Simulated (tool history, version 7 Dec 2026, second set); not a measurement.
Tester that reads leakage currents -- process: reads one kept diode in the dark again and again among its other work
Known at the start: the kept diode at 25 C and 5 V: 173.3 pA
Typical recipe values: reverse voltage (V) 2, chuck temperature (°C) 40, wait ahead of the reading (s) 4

run,day,reverse voltage (V),chuck temperature (°C),wait ahead of the reading (s),current that the tester gives (pA)
1,0,2,40,4,335.78
2,1.025,2,40,4,336.08
3,1.667,2,60,4,1292.54
4,2.371,2,40,4,334.49
5,3.142,2,36,4,252.21
6,3.812,2,36,4,249.6
7,4.662,2,36,4,250.64
8,5.833,2.67,21,9.56,92.72
# day 6.042: chuck's temperature calibrated
9,6.758,2.67,21,9.56,92.25
10,7.996,2.46,43,1.2,458.03

Forecast run 11:
11,8.779,3.32,44,4.4,?

Run 11 measured current that the tester gives (pA) 568.08.
If the tool had no hidden condition, the same run with the same run-to-run variation would have returned current that the tester gives (pA) 579.3.

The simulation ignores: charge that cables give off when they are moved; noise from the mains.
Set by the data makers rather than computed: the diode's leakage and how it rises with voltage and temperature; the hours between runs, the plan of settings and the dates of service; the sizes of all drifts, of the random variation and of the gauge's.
